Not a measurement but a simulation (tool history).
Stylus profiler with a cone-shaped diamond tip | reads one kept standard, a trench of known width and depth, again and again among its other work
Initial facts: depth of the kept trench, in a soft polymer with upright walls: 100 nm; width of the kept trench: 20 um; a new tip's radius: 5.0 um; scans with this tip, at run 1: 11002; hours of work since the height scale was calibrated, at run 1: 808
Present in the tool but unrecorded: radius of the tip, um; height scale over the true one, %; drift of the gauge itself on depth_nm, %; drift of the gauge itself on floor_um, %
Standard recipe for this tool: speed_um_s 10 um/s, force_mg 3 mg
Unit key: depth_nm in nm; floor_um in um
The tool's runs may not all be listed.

run	day	speed_um_s	force_mg	scans with this tip	hours of work since the height scale was calibrated	depth_nm	floor_um
1	0	10	3	11002	808	101.78	17.04
2	2.217	10	3	11417	838	101.74	17.04
3	4.275	10	7.26	11803	866	102.89	16.93
4	7.017	15	3	12316	904	101.77	16.88
5	9.671	11	3	12814	941	101.8	16.85
6	12.388	8	3	13323	978	101.85	16.83
7	14.762	8	3	13768	1011	101.8	16.81
# day 15.367: new tip fitted, height scale calibrated
8	17.562	10	3	412	30	101.44	17.91
9	20.925	2	8.69	1042	76	102.88	17.84
10	23.008	2	3.79	1433	105	101.72	17.85
11	26.029	2	6.76	1998	147	102.45	17.76
12	27.733	7	1.31	2318	170	100.83	17.72
13	30.083	7	1.31	2758	202	100.97	17.69
14	33.612	25	1.22	3420	251	100.86	17.57
15	35.238	13	1.22	3724	273	100.9	17.55
16	37.529	13	1.22	4153	305	100.92	17.57

Branching from run 16: 3 alternative next runs. What would each branch give?
A	39.704	36	1.22	4562	335	?	?
B	39.704	5	5.83	4562	335	?	?
C	39.704	26	2.59	4562	335	?	?

run	depth_nm	floor_um
A	100.88	17.45
B	102.34	17.59
C	101.41	17.53
Without the tool's hidden state the same runs would have given:
run	depth_nm	floor_um
A	100.73	17.9
B	102.2	18.04
C	101.26	17.99

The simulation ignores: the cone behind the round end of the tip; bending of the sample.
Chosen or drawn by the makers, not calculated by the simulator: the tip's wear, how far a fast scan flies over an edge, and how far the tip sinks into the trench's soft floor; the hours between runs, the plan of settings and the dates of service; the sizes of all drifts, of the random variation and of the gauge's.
